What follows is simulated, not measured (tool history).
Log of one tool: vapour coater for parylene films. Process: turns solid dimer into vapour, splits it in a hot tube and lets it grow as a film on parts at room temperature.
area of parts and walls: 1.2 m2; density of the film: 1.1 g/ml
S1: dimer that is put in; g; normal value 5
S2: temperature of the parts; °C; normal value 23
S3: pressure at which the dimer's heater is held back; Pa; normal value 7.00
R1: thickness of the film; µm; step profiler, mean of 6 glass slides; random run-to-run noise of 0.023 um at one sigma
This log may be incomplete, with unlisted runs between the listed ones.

run   hour  S1  S2    S3    R1
  1    0.0   5  23  7.00  2.58
  2   26.7   5  23  7.00  2.54
  3   62.1   5  23  7.00  2.62
  4   95.1   5  23  7.00  2.56
  5  131.6   5  23  7.00  2.54
  6  171.0   5  23  8.14  2.52
  7  191.5   5  23  8.14  2.55
  8  216.1   5  23  8.14  2.54
  9  253.0   5  23  2.48  2.95
 10  285.0   5  23  2.48  2.96
 11  306.9   5  23  2.48  2.97
 12  332.6   5  23  8.55  2.48
 13  372.6   5  23  8.55  2.50
     379.4  -- trap's valve overhauled
 14  411.4   5  23  8.55  2.53
 15  432.8   5  23  7.00  2.61
 16  456.9   5  23  7.00  2.59
 17  481.7   5  23  7.00  2.61
 18  500.2   5  23  7.00  2.59
 19  521.3   7  18  2.53  4.69

The next listed run, before its measurement:
 20  551.1   7  18  2.53   ?

R1: 4.67 µm
If the tool had no hidden condition, the same run with the same run-to-run variation would have returned R1 4.67 µm.
